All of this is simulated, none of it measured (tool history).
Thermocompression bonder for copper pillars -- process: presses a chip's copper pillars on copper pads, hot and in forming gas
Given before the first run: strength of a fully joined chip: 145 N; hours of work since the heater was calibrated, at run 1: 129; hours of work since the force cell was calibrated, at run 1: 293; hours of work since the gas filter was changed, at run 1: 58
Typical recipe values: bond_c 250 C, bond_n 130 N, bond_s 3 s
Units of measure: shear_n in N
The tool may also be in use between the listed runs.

| run | hour | bond_c | bond_n | bond_s | hours of work since the heater was calibrated | hours of work since the force cell was calibrated | hours of work since the gas filter was changed | shear_n |
|---|---|---|---|---|---|---|---|---|
| 1 | 0.0 | 250 | 130 | 3 | 129 | 293 | 58 | 79.4 |
| 2 | 72.0 | 250 | 130 | 3 | 180 | 344 | 110 | 77.8 |
|  | 118.9 | forming gas filter changed |
| 3 | 132.4 | 250 | 130 | 3 | 223 | 387 | 10 | 79.1 |
| 4 | 194.1 | 250 | 130 | 3 | 267 | 431 | 54 | 78.3 |
| 5 | 239.9 | 250 | 130 | 3 | 300 | 463 | 86 | 77.8 |
| 6 | 304.7 | 250 | 130 | 4 | 346 | 509 | 132 | 82.2 |
|  | 318.3 | forming gas filter changed |
| 7 | 364.3 | 250 | 130 | 4 | 388 | 552 | 33 | 84.2 |
| 8 | 434.8 | 250 | 130 | 4 | 438 | 602 | 83 | 82.6 |
| 9 | 481.7 | 250 | 130 | 3 | 472 | 635 | 116 | 76.4 |
| 10 | 515.1 | 250 | 133 | 3 | 495 | 659 | 140 | 74.8 |
|  | 519.2 | forming gas filter changed |
| 11 | 572.7 | 250 | 133 | 3 | 536 | 700 | 38 | 77.7 |
| 12 | 611.0 | 250 | 133 | 3 | 563 | 727 | 65 | 77.5 |
| 13 | 690.9 | 250 | 133 | 3 | 620 | 784 | 122 | 73.7 |
|  | 719.7 | forming gas filter changed |
| 14 | 753.8 | 250 | 133 | 3 | 665 | 828 | 24 | 76.6 |
|  | 764.3 | force cell calibrated |
| 15 | 802.2 | 250 | 103 | 3 | 698 | 27 | 58 | 63.1 |
| 16 | 876.1 | 250 | 103 | 3 | 751 | 80 | 110 | 60.8 |
|  | 920.7 | forming gas filter changed |
| 17 | 956.1 | 242 | 130 | 3 | 807 | 136 | 25 | 65.3 |
| 18 | 999.8 | 223 | 130 | 3 | 838 | 167 | 56 | 48.4 |
| 19 | 1076.8 | 223 | 130 | 3 | 893 | 222 | 111 | 46.7 |
|  | 1123.8 | forming gas filter changed |
| 20 | 1123.9 | 223 | 130 | 3 | 926 | 255 | 0 | 48.7 |
| 21 | 1160.8 | 223 | 130 | 3 | 953 | 282 | 26 | 49.8 |
| 22 | 1199.4 | 223 | 130 | 3 | 980 | 309 | 54 | 48.1 |
|  | 1244.9 | heater calibrated with a thermocouple chip |
| 23 | 1261.1 | 242 | 112 | 7 | 12 | 352 | 96 | 86.3 |
|  | 1327.6 | forming gas filter changed |
| 24 | 1332.6 | 228 | 94 | 7 | 62 | 402 | 4 | 68.2 |
| 25 | 1408.0 | 228 | 94 | 7 | 116 | 456 | 57 | 66.1 |
| 26 | 1476.8 | 249 | 130 | 2 | 165 | 505 | 106 | 65.8 |
|  | 1530.1 | forming gas filter changed |
| 27 | 1531.9 | 249 | 130 | 2 | 204 | 544 | 1 | 68.3 |
| 28 | 1587.0 | 279 | 100 | 3 | 243 | 583 | 41 | 93.1 |
| 29 | 1648.6 | 221 | 104 | 4 | 287 | 627 | 84 | 51.2 |
| 30 | 1692.6 | 237 | 130 | 3 | 318 | 658 | 116 | 65.2 |
|  | 1729.9 | forming gas filter changed |
| 31 | 1729.9 | 237 | 130 | 3 | 344 | 685 | 0 | 67.1 |
| 32 | 1807.1 | 277 | 130 | 3 | 399 | 740 | 55 | 103.6 |
| 33 | 1844.4 | 277 | 130 | 3 | 426 | 766 | 82 | 100.9 |
| 34 | 1921.8 | 238 | 104 | 4 | 481 | 821 | 137 | 62.6 |
|  | 1929.8 | forming gas filter changed |
|  | 1947.7 | force cell calibrated |
| 35 | 1992.5 | 259 | 130 | 2 | 530 | 32 | 44 | 71.9 |
| 36 | 2048.3 | 259 | 130 | 2 | 570 | 72 | 83 | 73.0 |
| 37 | 2110.4 | 234 | 130 | 3 | 614 | 116 | 128 | 59.3 |
|  | 2133.6 | forming gas filter changed |
| 38 | 2158.6 | 250 | 79 | 2 | 648 | 150 | 18 | 45.7 |
| 39 | 2237.1 | 246 | 79 | 7 | 704 | 206 | 74 | 67.7 |

Below are 3 alternative next runs, each starting from the tool's condition after run 39. Predict each:
| A | 2303.1 | 274 | 139 | 7 | 751 | 253 | 121 | ? |
| B | 2303.1 | 246 | 111 | 2 | 751 | 253 | 121 | ? |
| C | 2303.1 | 246 | 147 | 2 | 751 | 253 | 121 | ? |

| run | shear_n |
|---|---|
| A | 115.1 |
| B | 52.1 |
| C | 65.3 |
With the hidden condition removed and each run's random variation left untouched, the same runs would have given:
| run | shear_n |
|---|---|
| A | 123.2 |
| B | 59.0 |
| C | 73.3 |
